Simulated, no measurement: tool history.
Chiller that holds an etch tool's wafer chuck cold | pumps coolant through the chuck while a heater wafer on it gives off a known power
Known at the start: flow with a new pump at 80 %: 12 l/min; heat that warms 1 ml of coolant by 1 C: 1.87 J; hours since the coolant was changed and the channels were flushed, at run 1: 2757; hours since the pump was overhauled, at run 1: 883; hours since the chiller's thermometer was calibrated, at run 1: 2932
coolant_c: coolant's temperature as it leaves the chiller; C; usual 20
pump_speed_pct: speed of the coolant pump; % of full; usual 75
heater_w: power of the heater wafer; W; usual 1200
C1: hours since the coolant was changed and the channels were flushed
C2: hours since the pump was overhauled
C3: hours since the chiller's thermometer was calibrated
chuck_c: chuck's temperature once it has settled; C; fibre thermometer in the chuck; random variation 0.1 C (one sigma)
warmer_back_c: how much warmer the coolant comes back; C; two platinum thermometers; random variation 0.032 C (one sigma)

{"run": 1, "hour": 0.0, "coolant_c": 20, "pump_speed_pct": 75, "heater_w": 1200, "C1": 2757, "C2": 883, "C3": 2932, "chuck_c": 28.2, "warmer_back_c": 3.46}
{"run": 2, "hour": 27.0, "coolant_c": 20, "pump_speed_pct": 75, "heater_w": 1200, "C1": 2784, "C2": 910, "C3": 2959, "chuck_c": 27.9, "warmer_back_c": 3.41}
{"run": 3, "hour": 46.0, "coolant_c": 20, "pump_speed_pct": 75, "heater_w": 1200, "C1": 2803, "C2": 929, "C3": 2978, "chuck_c": 28.1, "warmer_back_c": 3.4}
{"run": 4, "hour": 81.1, "coolant_c": 20, "pump_speed_pct": 75, "heater_w": 1200, "C1": 2838, "C2": 964, "C3": 3013, "chuck_c": 28.2, "warmer_back_c": 3.41}
{"run": 5, "hour": 106.8, "coolant_c": 20, "pump_speed_pct": 75, "heater_w": 1200, "C1": 2863, "C2": 989, "C3": 3039, "chuck_c": 28.1, "warmer_back_c": 3.46}
{"run": 6, "hour": 146.0, "coolant_c": 13, "pump_speed_pct": 75, "heater_w": 1200, "C1": 2903, "C2": 1028, "C3": 3078, "chuck_c": 21, "warmer_back_c": 3.41}
{"run": 7, "hour": 189.3, "coolant_c": 20, "pump_speed_pct": 75, "heater_w": 1200, "C1": 2946, "C2": 1072, "C3": 3122, "chuck_c": 28.2, "warmer_back_c": 3.35}
{"run": 8, "hour": 224.2, "coolant_c": 20, "pump_speed_pct": 75, "heater_w": 1200, "C1": 2981, "C2": 1107, "C3": 3156, "chuck_c": 28.1, "warmer_back_c": 3.39}
{"run": 9, "hour": 261.3, "coolant_c": 14, "pump_speed_pct": 68, "heater_w": 1200, "C1": 3018, "C2": 1144, "C3": 3194, "chuck_c": 22.6, "warmer_back_c": 3.74}
{"run": 10, "hour": 304.6, "coolant_c": 20, "pump_speed_pct": 75, "heater_w": 1038, "C1": 3061, "C2": 1187, "C3": 3237, "chuck_c": 26.8, "warmer_back_c": 2.87}
{"run": 11, "hour": 336.9, "coolant_c": 14, "pump_speed_pct": 63, "heater_w": 666, "C1": 3093, "C2": 1219, "C3": 3269, "chuck_c": 19.1, "warmer_back_c": 2.2}
{"run": 12, "hour": 373.5, "coolant_c": 25, "pump_speed_pct": 75, "heater_w": 783, "C1": 3130, "C2": 1256, "C3": 3306, "chuck_c": 30.4, "warmer_back_c": 2.16}
{"run": 13, "hour": 393.4, "coolant_c": 25, "pump_speed_pct": 75, "heater_w": 783, "C1": 3150, "C2": 1276, "C3": 3326, "chuck_c": 30.4, "warmer_back_c": 2.13}
{"run": 14, "hour": 421.1, "coolant_c": 26, "pump_speed_pct": 75, "heater_w": 607, "C1": 3178, "C2": 1304, "C3": 3353, "chuck_c": 30.1, "warmer_back_c": 1.6}
{"run": 15, "hour": 440.7, "coolant_c": 20, "pump_speed_pct": 69, "heater_w": 1200, "C1": 3197, "C2": 1323, "C3": 3373, "chuck_c": 28.5, "warmer_back_c": 3.63}
{"run": 16, "hour": 463.2, "coolant_c": 20, "pump_speed_pct": 69, "heater_w": 1200, "C1": 3220, "C2": 1346, "C3": 3395, "chuck_c": 28.5, "warmer_back_c": 3.57}

Measured less the same run without the tool's hidden state. The same run-to-run variation is in both; the gauge's scatter may not be:
The hidden state here: heat passed by the chuck's channels, % of clean ones'; flow at a given pump speed, % of a new pump's; coolant's true temperature over the reading, C; drift of the gauge itself on chuck_c, C; drift of the gauge itself on warmer_back_c, C.
run=1 warmer_back_c=+0
run=2 warmer_back_c=-0.01
run=3 warmer_back_c=-0.01
run=4 warmer_back_c=-0.02
run=5 warmer_back_c=-0.03
run=6 warmer_back_c=-0.04
run=7 warmer_back_c=-0.05
run=8 warmer_back_c=-0.06
run=9 warmer_back_c=-0.07
run=10 warmer_back_c=-0.08
run=11 warmer_back_c=-0.09
run=12 warmer_back_c=-0.11
run=13 warmer_back_c=-0.11
run=14 warmer_back_c=-0.12
run=15 warmer_back_c=-0.12
run=16 warmer_back_c=-0.12
chuck_c: 0 in every run.
